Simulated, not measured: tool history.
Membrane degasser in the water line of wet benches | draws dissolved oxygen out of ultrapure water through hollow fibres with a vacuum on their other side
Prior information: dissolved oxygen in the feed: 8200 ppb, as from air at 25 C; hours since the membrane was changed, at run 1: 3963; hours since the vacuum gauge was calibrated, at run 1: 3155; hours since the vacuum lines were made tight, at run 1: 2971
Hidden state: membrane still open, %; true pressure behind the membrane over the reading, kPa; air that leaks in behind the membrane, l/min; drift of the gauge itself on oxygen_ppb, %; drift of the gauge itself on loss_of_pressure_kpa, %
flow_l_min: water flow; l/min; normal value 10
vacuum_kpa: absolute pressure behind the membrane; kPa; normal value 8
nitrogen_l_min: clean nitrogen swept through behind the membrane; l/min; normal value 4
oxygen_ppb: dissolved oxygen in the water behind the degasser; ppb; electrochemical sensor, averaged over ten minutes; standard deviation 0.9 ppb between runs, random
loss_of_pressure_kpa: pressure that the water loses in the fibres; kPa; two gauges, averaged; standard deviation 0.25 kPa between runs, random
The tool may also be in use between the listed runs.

run	hour	flow_l_min	vacuum_kpa	nitrogen_l_min	hours since the membrane was changed	hours since the vacuum gauge was calibrated	hours since the vacuum lines were made tight	oxygen_ppb	loss_of_pressure_kpa
1	0	10	8	4	3963	3155	2971	93.6	67.31
2	56.7	10	8	4	4020	3211	3027	93	67.42
3	149.1	10	8	4	4112	3304	3120	92.6	67.07
4	225.2	10	8	10.33	4188	3380	3196	75.6	67.35
5	268.5	10	8	10.33	4232	3423	3239	75.4	67.45
6	331.7	10	8	4	4295	3487	3302	94.3	67.09
7	403.3	10	8	4	4367	3558	3374	94.1	67.08
8	468.5	10	8	4	4432	3623	3439	93.3	67.06
9	549.3	14	8	4	4513	3704	3520	219.1	93.9
10	645.9	14	8	4	4609	3801	3616	219.9	93.67
11	702.2	14	8	4	4665	3857	3673	219.5	94.62
12	764.2	14	9.86	4	4727	3919	3735	234.6	94.19
13	865.7	14	9.86	4	4829	4021	3836	232.7	94.64
14	943	14	9.86	2.74	4906	4098	3914	260.1	94.4
15	997.4	14	9.86	2.74	4961	4152	3968	263.5	94.24
16	1052.7	14	9.86	2.74	5016	4208	4023	262.6	94.41
17	1122.9	8	10.73	2.48	5086	4278	4093	92.1	53.85
18	1201.7	14	7.17	4.11	5165	4357	4172	215.2	94.24
19	1257.9	15	13.75	4	5221	4413	4228	308.1	101.11
20	1303.6	11	6.74	4	5267	4458	4274	114.8	74.31
21	1383.2	10	6.91	4	5346	4538	4354	91.3	68.19
22	1439.9	10	13.08	8.02	5403	4595	4410	97.8	68.03
23	1530.3	9	14.47	7.35	5494	4685	4501	81.5	60.99
24	1607.9	9	14.47	7.35	5571	4763	4578	80.3	60.58
25	1657.8	10	7.63	4	5621	4813	4628	96.4	67.95
26	1726.8	7	6.44	5.08	5690	4882	4697	29.2	47.49
27	1778.3	10	10.2	2.93	5741	4933	4749	124.5	67.68
# hour 1785.4: vacuum gauge calibrated
28	1843	10	10.2	2.93	5806	58	4813	127.3	67.58
29	1911.5	14	17.57	2.51	5874	126	4882	366	94.74
30	1986.6	14	17.57	2.51	5949	201	4957	374.9	95.35
31	2053.5	11	8	4	6016	268	5023	125.8	74.82
32	2099.4	15	4.93	4	6062	314	5069	236	101.64

Predict each of these 3 candidate next runs independently; none follows another, all start after run 32:
A	2196.1	10	7.38	4	6159	411	5166	?	?
B	2196.1	10	8	1.63	6159	411	5166	?	?
C	2196.1	15	4.93	4	6159	411	5166	?	?

run	oxygen_ppb	loss_of_pressure_kpa
A	93.8	68.17
B	142.3	68.27
C	234	101.86
The same runs, with their run-to-run variation unchanged, on a tool lacking any hidden condition would have given:
run	oxygen_ppb	loss_of_pressure_kpa
A	81	65.59
B	127.5	65.68
C	204.4	97.98
